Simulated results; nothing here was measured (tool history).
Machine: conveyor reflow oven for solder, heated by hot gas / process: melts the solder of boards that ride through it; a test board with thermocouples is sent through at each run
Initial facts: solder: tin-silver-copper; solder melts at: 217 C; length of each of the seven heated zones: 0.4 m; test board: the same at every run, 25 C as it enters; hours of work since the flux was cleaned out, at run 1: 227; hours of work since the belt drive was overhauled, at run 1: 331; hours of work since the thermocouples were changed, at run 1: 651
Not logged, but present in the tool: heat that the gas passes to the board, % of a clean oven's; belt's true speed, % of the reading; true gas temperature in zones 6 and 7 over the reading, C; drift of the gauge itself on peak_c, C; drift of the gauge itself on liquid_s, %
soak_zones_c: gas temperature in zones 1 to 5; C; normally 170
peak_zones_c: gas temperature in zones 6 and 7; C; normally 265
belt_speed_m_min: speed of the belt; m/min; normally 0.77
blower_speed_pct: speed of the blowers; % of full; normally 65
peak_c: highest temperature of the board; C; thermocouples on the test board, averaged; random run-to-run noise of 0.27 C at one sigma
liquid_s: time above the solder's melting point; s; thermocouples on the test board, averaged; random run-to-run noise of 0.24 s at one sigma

run,hour,soak_zones_c,peak_zones_c,belt_speed_m_min,blower_speed_pct,hours of work since the flux was cleaned out,hours of work since the belt drive was overhauled,hours of work since the thermocouples were changed,peak_c,liquid_s
1,0,170,265,0.77,65,227,331,651,246.1,40.6
2,9.3,170,265,0.77,65,233,337,657,245.8,40.7
3,21,170,265,0.77,72,240,345,664,247,42.1
4,36,170,265,0.77,65,250,354,674,245.5,40.9
5,55.1,170,265,0.77,65,262,366,686,245.9,40.5
6,71.3,170,265,0.77,65,272,376,696,245.3,40.4
7,87.2,170,265,0.77,65,282,386,706,245.3,40.4
8,102.6,170,265,0.77,60,291,396,715,244.4,39.3
# hour 122.6: flux residue cleaned out of gas plates and filters
9,122.6,170,265,0.77,60,0,405,725,243.1,37.1
10,140.1,170,265,0.77,60,11,416,736,242.7,37.3
11,149.8,170,265,0.77,60,17,422,742,242.9,36.9
12,167.2,170,264,0.656,63,28,433,753,248.4,50.3
13,178.9,169,261,0.869,65,35,440,760,235.3,26.3
14,190.5,169,261,0.869,65,43,448,767,236,25.9
# hour 197.6: flux residue cleaned out of gas plates and filters, once more
15,213.4,170,265,0.758,50,10,459,779,244.2,39.7
16,224.4,170,265,0.758,50,17,466,785,244.2,39.1
17,240.6,170,265,0.758,75,27,476,796,250.3,45.6
18,249.2,164,265,0.758,64,32,481,801,246.6,40.6
19,265.6,176,275,0.784,84,43,492,811,260.6,51
20,276.6,170,278,0.77,61,50,498,818,257.6,47.7

Predict each of these 4 candidate next runs independently; none follows another, all start after run 20:
A,289.9,166,279,0.791,65,58,507,827,?,?
B,289.9,182,265,0.77,65,58,507,827,?,?
C,289.9,170,266,0.676,65,58,507,827,?,?
D,289.9,181,267,0.853,61,58,507,827,?,?

run,peak_c,liquid_s
A,257.4,45.4
B,249.7,47.8
C,252.7,53.1
D,247.2,39.9
Stripped of hidden state, with their random variation kept, the same runs would have yielded:
run,peak_c,liquid_s
A,256.9,45
B,249.2,47.4
C,252.1,52.6
D,246.8,39.5
